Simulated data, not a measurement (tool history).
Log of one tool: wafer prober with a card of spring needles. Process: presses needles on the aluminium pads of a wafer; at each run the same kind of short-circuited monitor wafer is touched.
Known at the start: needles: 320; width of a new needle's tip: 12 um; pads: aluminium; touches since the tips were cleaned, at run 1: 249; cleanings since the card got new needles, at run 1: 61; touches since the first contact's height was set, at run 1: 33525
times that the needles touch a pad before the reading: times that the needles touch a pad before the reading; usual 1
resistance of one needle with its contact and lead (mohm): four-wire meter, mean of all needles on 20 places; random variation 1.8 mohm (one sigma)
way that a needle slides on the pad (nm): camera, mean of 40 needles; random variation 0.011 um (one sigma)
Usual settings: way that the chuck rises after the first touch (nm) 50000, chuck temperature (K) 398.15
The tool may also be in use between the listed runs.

run,hour,way that the chuck rises after the first touch (nm),chuck temperature (K),times that the needles touch a pad before the reading,touches since the tips were cleaned,cleanings since the card got new needles,touches since the first contact's height was set,resistance of one needle with its contact and lead (mohm),way that a needle slides on the pad (nm)
1,0.0,50000,398.15,1,249,61,33525,205,7310
# hour 11.3: tips cleaned on abrasive film
# hour 23.3: tips cleaned on abrasive film
2,28.7,50000,398.15,1,1347,63,40575,235,7280
# hour 36.4: tips cleaned on abrasive film
# hour 49.6: tips cleaned on abrasive film
3,58.4,50000,398.15,1,2170,65,47869,251,7270
# hour 61.1: tips cleaned on abrasive film
# hour 74.3: tips cleaned on abrasive film
4,82.0,50000,398.15,1,1900,67,53665,253,7240
# hour 87.3: tips cleaned on abrasive film
5,97.7,50000,398.15,1,2583,68,57525,273,7250
# hour 100.0: tips cleaned on abrasive film
# hour 111.4: tips cleaned on abrasive film
# hour 124.1: tips cleaned on abrasive film
6,125.6,50000,398.15,1,381,71,64355,209,7210
# hour 135.7: tips cleaned on abrasive film
# hour 144.8: height of the first contact set anew
# hour 147.5: tips cleaned on abrasive film
# hour 158.4: tips cleaned on abrasive film
7,161.7,50000,398.15,1,832,74,4145,229,7380
# hour 169.2: tips cleaned on abrasive film
# hour 180.0: tips cleaned on abrasive film
# hour 191.5: tips cleaned on abrasive film
8,194.2,50000,398.15,1,672,77,12101,222,7350
# hour 202.2: tips cleaned on abrasive film
# hour 213.3: tips cleaned on abrasive film
9,213.3,55000,398.15,1,0,79,16775,195,8090
# hour 226.0: tips cleaned on abrasive film
# hour 238.6: tips cleaned on abrasive film
10,239.4,62000,398.15,1,185,81,23180,197,9120
# hour 250.4: tips cleaned on abrasive film
11,258.3,70000,398.15,1,1957,82,27835,228,10280
# hour 262.1: tips cleaned on abrasive film
# hour 274.6: tips cleaned on abrasive film
12,283.7,70000,398.15,1,2247,84,34067,225,10250
# hour 286.4: tips cleaned on abrasive film
# hour 297.5: tips cleaned on abrasive film
13,306.9,70000,398.15,1,2326,86,39767,231,10230
# hour 309.4: tips cleaned on abrasive film
# hour 321.4: tips cleaned on abrasive film
14,330.3,70000,321.15,1,2196,88,45492,223,10240
# hour 333.0: tips cleaned on abrasive film
# hour 344.6: tips cleaned on abrasive film
15,350.6,70000,321.15,1,1483,90,50474,205,10200
# hour 355.4: tips cleaned on abrasive film
# hour 368.4: tips cleaned on abrasive film
16,370.0,47000,354.15,2,416,92,55228,199,6800
# hour 380.3: tips cleaned on abrasive film
# hour 393.3: tips cleaned on abrasive film
17,398.9,47000,377.15,3,1389,94,62331,210,6780
# hour 405.8: tips cleaned on abrasive film
# hour 418.0: tips cleaned on abrasive film
# hour 425.0: height of the first contact set anew
18,426.5,47000,365.15,2,2025,96,361,237,6950
# hour 429.1: tips cleaned on abrasive film
# hour 440.5: tips cleaned on abrasive film
# hour 451.2: tips cleaned on abrasive film
19,453.4,44000,332.15,1,544,99,6936,216,6470
# hour 463.3: tips cleaned on abrasive film
20,472.2,44000,332.15,1,2198,100,11580,285,6470
# hour 476.6: tips cleaned on abrasive film
# hour 488.1: tips cleaned on abrasive film
# hour 500.5: tips cleaned on abrasive film
21,500.5,48000,329.15,2,0,103,18506,181,7050
# hour 513.3: tips cleaned on abrasive film
# hour 524.7: tips cleaned on abrasive film
22,532.6,50000,398.15,1,1957,105,26390,259,7320

Forecast run 23:
# hour 537.0: tips cleaned on abrasive film
# hour 549.0: tips cleaned on abrasive film
23,555.0,50000,398.15,1,1491,107,31885,?,?

{"run 23": {"resistance of one needle with its contact and lead (mohm)": 249, "way that a needle slides on the pad (nm)": 7290}}
Without the tool's hidden state the same run would have given resistance of one needle with its contact and lead (mohm) 188, way that a needle slides on the pad (nm) 7380.

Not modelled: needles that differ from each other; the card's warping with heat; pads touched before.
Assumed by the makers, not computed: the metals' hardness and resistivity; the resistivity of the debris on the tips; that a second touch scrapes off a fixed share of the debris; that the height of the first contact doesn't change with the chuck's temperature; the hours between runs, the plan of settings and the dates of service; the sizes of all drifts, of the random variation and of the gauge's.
